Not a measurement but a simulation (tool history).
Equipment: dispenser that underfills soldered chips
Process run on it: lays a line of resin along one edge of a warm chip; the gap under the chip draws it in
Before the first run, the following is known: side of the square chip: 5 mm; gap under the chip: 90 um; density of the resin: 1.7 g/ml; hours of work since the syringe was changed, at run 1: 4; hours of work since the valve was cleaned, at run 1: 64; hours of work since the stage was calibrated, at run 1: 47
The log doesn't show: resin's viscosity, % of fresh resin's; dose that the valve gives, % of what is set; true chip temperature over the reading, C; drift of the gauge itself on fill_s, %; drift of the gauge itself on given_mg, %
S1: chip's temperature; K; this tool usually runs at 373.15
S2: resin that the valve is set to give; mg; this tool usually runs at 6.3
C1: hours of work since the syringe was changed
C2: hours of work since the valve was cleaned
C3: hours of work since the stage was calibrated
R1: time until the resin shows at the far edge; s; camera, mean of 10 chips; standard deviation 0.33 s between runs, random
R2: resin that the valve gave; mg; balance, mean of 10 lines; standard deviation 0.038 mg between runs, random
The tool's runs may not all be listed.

run,hour,S1,S2,C1,C2,C3,R1,R2
1,0,373.15,6.3,4,64,47,16.8,6.06
# hour 3.2: new syringe of resin
2,11.2,373.15,6.3,5,72,54,18.2,6.08
# hour 12.7: new syringe of resin
3,19.9,373.15,6.3,5,77,60,17,5.93
# hour 21.5: new syringe of resin
# hour 30.3: new syringe of resin
4,33.9,373.15,6.3,2,86,68,16.6,5.92
# hour 39: new syringe of resin
# hour 48.2: new syringe of resin
5,48.3,373.15,6.3,0,95,77,14.3,5.84
# hour 57.4: new syringe of resin
6,59,370.15,6.3,1,102,84,17.3,5.85
# hour 66.2: new syringe of resin
7,66.2,370.15,6.3,0,106,89,16.6,5.85
# hour 75.4: new syringe of resin
8,78.9,369.15,7.08,2,114,97,18.4,6.53
# hour 82.5: dispensing valve cleaned and set on the balance
# hour 85.6: new syringe of resin
9,86.5,360.15,7.14,1,2,101,27.1,7.08
# hour 94.4: new syringe of resin
10,95,367.15,6.55,0,8,106,19.2,6.45
# hour 103.4: new syringe of resin
11,104,365.15,7.46,0,14,112,20.6,7.45
# hour 112.1: new syringe of resin
12,117.1,365.15,7.46,3,22,120,23.3,7.35
# hour 120.7: new syringe of resin
# hour 129.7: new syringe of resin
13,130.1,383.15,7.46,0,30,129,9.4,7.36

Alternative continuations, all from the tool just after run 13; predict every row:
# hour 139.4: new syringe of resin
A,143.3,384.15,6.07,3,39,137,?,?
# hour 139.4: new syringe of resin
B,143.3,373.15,6.29,3,39,137,?,?
# hour 139.4: new syringe of resin
C,143.3,367.15,7.38,3,39,137,?,?

run,R1,R2
A,10.1,5.99
B,16.2,6.18
C,20.7,7.19
What these runs would have given with no unlogged condition in the tool:
run,R1,R2
A,9.3,6.16
B,15,6.35
C,19.1,7.39
